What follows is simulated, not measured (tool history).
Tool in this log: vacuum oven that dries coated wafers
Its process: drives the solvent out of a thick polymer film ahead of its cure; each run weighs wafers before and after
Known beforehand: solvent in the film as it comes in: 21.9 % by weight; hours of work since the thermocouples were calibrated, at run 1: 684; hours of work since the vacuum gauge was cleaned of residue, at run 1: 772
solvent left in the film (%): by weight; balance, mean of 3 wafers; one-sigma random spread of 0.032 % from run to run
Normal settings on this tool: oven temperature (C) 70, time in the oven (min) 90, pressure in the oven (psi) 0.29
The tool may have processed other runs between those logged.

run,hour,oven temperature (C),time in the oven (min),pressure in the oven (psi),hours of work since the thermocouples were calibrated,hours of work since the vacuum gauge was cleaned of residue,solvent left in the film (%)
1,0,70,90,0.29,684,772,1.97
2,48.7,70,90,0.29,716,804,2.01
3,82.1,70,90,0.207,738,826,1.75
4,120.7,70,73,0.207,764,852,2.48
5,153.9,70,84,0.29,786,874,2.15
6,187.8,70,84,0.29,808,896,2.17
7,234,70,84,0.29,839,927,2.15
8,270.8,70,84,0.29,863,951,2.19
9,301.1,70,138,0.29,883,971,1.19
10,326,70,92,0.145,900,988,1.43
# hour 332.3: oven's thermocouples calibrated
11,352.4,76,90,0.19,13,1004,0.85
12,396.8,76,73,0.19,43,1033,1.21
13,424.9,63,90,0.377,61,1052,3.64
# hour 443.5: oven's thermocouples calibrated, once more
14,474.9,63,90,0.377,21,1083,4.29
15,517.5,70,90,0.273,49,1112,2.2
16,540.6,81,90,0.29,64,1127,0.8
17,568.6,70,123,0.21,83,1145,1.23

What if the next run were any one of these 5? Each begins from the tool's condition after run 17:
A,617.1,66,55,0.161,115,1177,?
B,617.1,78,66,0.579,115,1177,?
C,617.1,82,65,0.29,115,1177,?
D,617.1,70,136,0.702,115,1177,?
E,617.1,82,46,0.377,115,1177,?

run,solvent left in the film (%)
A,5.15
B,2.32
C,1.13
D,2.65
E,2.36
Had the tool no hidden state, the same runs would have come out as:
run,solvent left in the film (%)
A,5.17
B,2.31
C,1.12
D,2.61
E,2.37

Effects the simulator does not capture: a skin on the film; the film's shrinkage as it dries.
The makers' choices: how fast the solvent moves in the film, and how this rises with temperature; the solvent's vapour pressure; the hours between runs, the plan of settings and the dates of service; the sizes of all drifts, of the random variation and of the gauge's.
